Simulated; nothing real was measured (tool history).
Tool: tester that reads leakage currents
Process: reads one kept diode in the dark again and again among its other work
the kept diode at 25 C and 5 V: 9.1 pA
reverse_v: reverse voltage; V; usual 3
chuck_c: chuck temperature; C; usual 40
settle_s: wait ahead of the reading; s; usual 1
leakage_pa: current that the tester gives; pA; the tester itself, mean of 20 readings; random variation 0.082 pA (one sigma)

run    hour  reverse_v  chuck_c  settle_s  leakage_pa
  1       0          3       40         1        21.6
  2   110.5          3       40         1       21.54
  3   232.4       1.27       40         1       13.24
  4   308.2       1.27       40         1       13.26
  5   379.3          3       40      6.62       20.78
  6   472.3          3       40      6.62       20.75
  7   581.7          3       40      6.62       20.74
  8   702.2          3       40      6.62       20.74
      747.1  -- tester calibrated
  9   780.3          3       40      6.62       20.88
 10   901.1          3       40         1       21.57
 11   989.8          3       40         1       21.43
 12  1080.1          3       40      1.72       21.27
 13  1157.7          3       40         1       21.65
 14  1241.9       5.47       40         1       30.58
 15  1305.6       5.47       40         1       30.59
 16  1427.1          3       40         1       21.57
     1463.5  -- chuck's temperature calibrated
 17  1482.2          3       40         1       21.57
 18    1551          3       40         1       21.53
 19  1624.3          3       40         1       21.68
 20  1708.6          3       40         1       21.67
 21  1775.2          3       40         1        21.5
 22  1847.8          3       40         1       21.68
 23    1939       1.67       33      0.78        9.74
 24  2044.3          3       40       1.1       21.53
 25  2105.4       8.36       40       1.1       38.93
 26  2206.4       8.36       40       1.1       39.02
 27  2262.4       8.36       40       1.1       38.94
 28  2332.7       3.18       35         1       16.03
 29  2454.8        3.2       46      3.19       32.54
 30  2506.3          3       40      6.59        20.9
 31  2625.4          3       40      5.64       20.71
 32  2719.9          3       40      5.64       20.81
 33  2796.2          3       40      5.64       20.85
 34  2902.5          3       40      5.64       20.81

5 ways to go on from here, each from the tool as it stands after run 34. What would each give?
  A  2956.6       4.41       40         1           ?
  B  2956.6          3       58         1           ?
  C  2956.6      17.02       40         1           ?
  D  2956.6          3       32      5.64           ?
  E  2956.6      16.14       25      5.64           ?

run  leakage_pa
  A       26.99
  B        67.6
  C        59.6
  D       11.87
  E       18.86
Without the tool's hidden state the same runs would have given:
run  leakage_pa
  A       26.96
  B        67.6
  C       59.49
  D       11.85
  E       18.74
